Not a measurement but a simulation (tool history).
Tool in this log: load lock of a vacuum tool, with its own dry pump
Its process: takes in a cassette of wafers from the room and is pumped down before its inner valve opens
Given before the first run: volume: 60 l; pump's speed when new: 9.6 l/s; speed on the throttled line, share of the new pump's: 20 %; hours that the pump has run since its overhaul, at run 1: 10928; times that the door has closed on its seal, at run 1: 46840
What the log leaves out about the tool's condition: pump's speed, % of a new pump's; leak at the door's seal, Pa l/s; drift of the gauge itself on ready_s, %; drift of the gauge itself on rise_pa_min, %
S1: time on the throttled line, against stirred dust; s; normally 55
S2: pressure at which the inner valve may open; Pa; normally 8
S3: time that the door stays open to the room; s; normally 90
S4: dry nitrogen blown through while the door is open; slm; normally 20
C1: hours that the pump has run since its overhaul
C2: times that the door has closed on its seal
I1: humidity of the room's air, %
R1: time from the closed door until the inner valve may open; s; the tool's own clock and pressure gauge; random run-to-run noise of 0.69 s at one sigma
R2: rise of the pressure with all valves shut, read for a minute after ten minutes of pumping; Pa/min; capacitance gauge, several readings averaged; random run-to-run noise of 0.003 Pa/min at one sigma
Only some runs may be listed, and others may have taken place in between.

run 1 hour=0 | S1=55 S2=8 S3=90 S4=20 | C1=10928 C2=46840 | I1=44.9 | R1=108.5 R2=0.218
run 2 hour=432.4 | S1=55 S2=7 S3=90 S4=20 | C1=11361 C2=47922 | I1=47.3 | R1=110.5 R2=0.22
run 3 hour=851.6 | S1=55 S2=7 S3=90 S4=20 | C1=11780 C2=48971 | I1=48 | R1=110 R2=0.225
run 4 hour=1120.7 | S1=55 S2=9 S3=90 S4=20 | C1=12049 C2=49645 | I1=43.3 | R1=109 R2=0.224
run 5 hour=1526.7 | S1=55 S2=9 S3=90 S4=20 | C1=12455 C2=50661 | I1=46.2 | R1=110.6 R2=0.235
run 6 hour=1884.3 | S1=55 S2=7 S3=90 S4=20 | C1=12812 C2=51556 | I1=45.5 | R1=111.2 R2=0.247
run 7 hour=2396.3 | S1=55 S2=7 S3=90 S4=8 | C1=13325 C2=52838 | I1=42.7 | R1=112 R2=0.258
run 8 hour=2895.1 | S1=55 S2=7 S3=90 S4=8 | C1=13823 C2=54086 | I1=48.1 | R1=111.7 R2=0.271
run 9 hour=3336.2 | S1=55 S2=7 S3=36 S4=8 | C1=14264 C2=55190 | I1=44.4 | R1=111.7 R2=0.259
run 10 hour=3593.8 | S1=55 S2=8 S3=90 S4=20 | C1=14522 C2=55835 | I1=39.5 | R1=111.7 R2=0.265
run 11 hour=4015.1 | S1=55 S2=8 S3=90 S4=20 | C1=14943 C2=56889 | I1=46.2 | R1=111.1 R2=0.276
run 12 hour=4272.5 | S1=55 S2=8 S3=68 S4=20 | C1=15201 C2=57534 | I1=46.5 | R1=113.5 R2=0.274
run 13 hour=4765.1 | S1=55 S2=8 S3=68 S4=20 | C1=15693 C2=58767 | I1=42.2 | R1=112.6 R2=0.277
run 14 hour=5214.7 | S1=55 S2=8 S3=90 S4=20 | C1=16143 C2=59892 | I1=45.3 | R1=113.2 R2=0.289
run 15 hour=5636.1 | S1=55 S2=8 S3=90 S4=20 | C1=16564 C2=60947 | I1=46.2 | R1=112.7 R2=0.307
run 16 hour=5968.1 | S1=55 S2=8 S3=90 S4=20 | C1=16896 C2=61778 | I1=45.6 | R1=112.9 R2=0.314
-- hour=6369.2 dry pump taken out, an overhauled one fitted
run 17 hour=6390.8 | S1=55 S2=8 S3=90 S4=20 | C1=22 C2=62821 | I1=42.9 | R1=104.2 R2=0.322
run 18 hour=6896.7 | S1=55 S2=8 S3=90 S4=20 | C1=528 C2=64087 | I1=45 | R1=102.9 R2=0.317
run 19 hour=7136.2 | S1=55 S2=8 S3=90 S4=20 | C1=767 C2=64686 | I1=47.7 | R1=104.6 R2=0.326
run 20 hour=7460.4 | S1=55 S2=8 S3=90 S4=20 | C1=1091 C2=65498 | I1=48.2 | R1=103.4 R2=0.328
run 21 hour=7752.7 | S1=55 S2=8 S3=58 S4=40 | C1=1384 C2=66230 | I1=44 | R1=104.2 R2=0.323
-- hour=7874.6 door's seal changed, seat wiped
run 22 hour=8075.3 | S1=55 S2=8 S3=58 S4=40 | C1=1705 C2=502 | I1=44.6 | R1=105.1 R2=0.035
run 23 hour=8419 | S1=50 S2=10 S3=59 S4=5 | C1=2048 C2=1362 | I1=45.3 | R1=99.5 R2=0.051
run 24 hour=8724.2 | S1=50 S2=10 S3=48 S4=5 | C1=2354 C2=2127 | I1=45.4 | R1=99.8 R2=0.048
run 25 hour=9011.3 | S1=55 S2=10 S3=44 S4=20 | C1=2641 C2=2845 | I1=43.2 | R1=103.5 R2=0.036
run 26 hour=9322.4 | S1=55 S2=10 S3=44 S4=20 | C1=2952 C2=3624 | I1=45.3 | R1=103.6 R2=0.04
run 27 hour=9696.6 | S1=55 S2=8 S3=53 S4=20 | C1=3326 C2=4560 | I1=42.5 | R1=105.1 R2=0.042
run 28 hour=9923.7 | S1=55 S2=10 S3=91 S4=8 | C1=3553 C2=5129 | I1=43.8 | R1=104.1 R2=0.062
run 29 hour=10241.4 | S1=60 S2=9 S3=95 S4=8 | C1=3871 C2=5924 | I1=46.9 | R1=109.7 R2=0.066
run 30 hour=10557.7 | S1=47 S2=12 S3=109 S4=4 | C1=4187 C2=6716 | I1=49.7 | R1=96.2 R2=0.077
run 31 hour=11008.6 | S1=47 S2=12 S3=109 S4=32 | C1=4638 C2=7844 | I1=45.8 | R1=96.4 R2=0.05
run 32 hour=11445 | S1=61 S2=6 S3=90 S4=20 | C1=5074 C2=8937 | I1=45.8 | R1=113.1 R2=0.056
run 33 hour=11733.7 | S1=35 S2=9 S3=90 S4=6 | C1=5363 C2=9659 | I1=44.3 | R1=89.9 R2=0.071
run 34 hour=12113.9 | S1=35 S2=9 S3=115 S4=6 | C1=5743 C2=10611 | I1=45.1 | R1=89.4 R2=0.077
run 35 hour=12569.7 | S1=80 S2=14 S3=90 S4=21 | C1=6199 C2=11752 | I1=42.5 | R1=123.2 R2=0.059
run 36 hour=12942.8 | S1=36 S2=8 S3=142 S4=4 | C1=6572 C2=12686 | I1=42.6 | R1=92.2 R2=0.088

Here are 3 independent what-if runs from the current tool condition. What would each one return?
run A hour=13213.2 | S1=79 S2=11 S3=142 S4=26 | C1=6843 C2=13362 | I1=47.6 | R1=? R2=?
run B hour=13213.2 | S1=55 S2=8 S3=90 S4=18 | C1=6843 C2=13362 | I1=44.3 | R1=? R2=?
run C hour=13213.2 | S1=55 S2=7 S3=90 S4=20 | C1=6843 C2=13362 | I1=47 | R1=? R2=?

run=A R1=124 R2=0.072
run=B R1=105.8 R2=0.066
run=C R1=108.1 R2=0.068
Take away the tool's hidden state, keep each run's random variation, and the runs would have read:
run=A R1=120.8 R2=0.048
run=B R1=102.1 R2=0.042
run=C R1=104.4 R2=0.044

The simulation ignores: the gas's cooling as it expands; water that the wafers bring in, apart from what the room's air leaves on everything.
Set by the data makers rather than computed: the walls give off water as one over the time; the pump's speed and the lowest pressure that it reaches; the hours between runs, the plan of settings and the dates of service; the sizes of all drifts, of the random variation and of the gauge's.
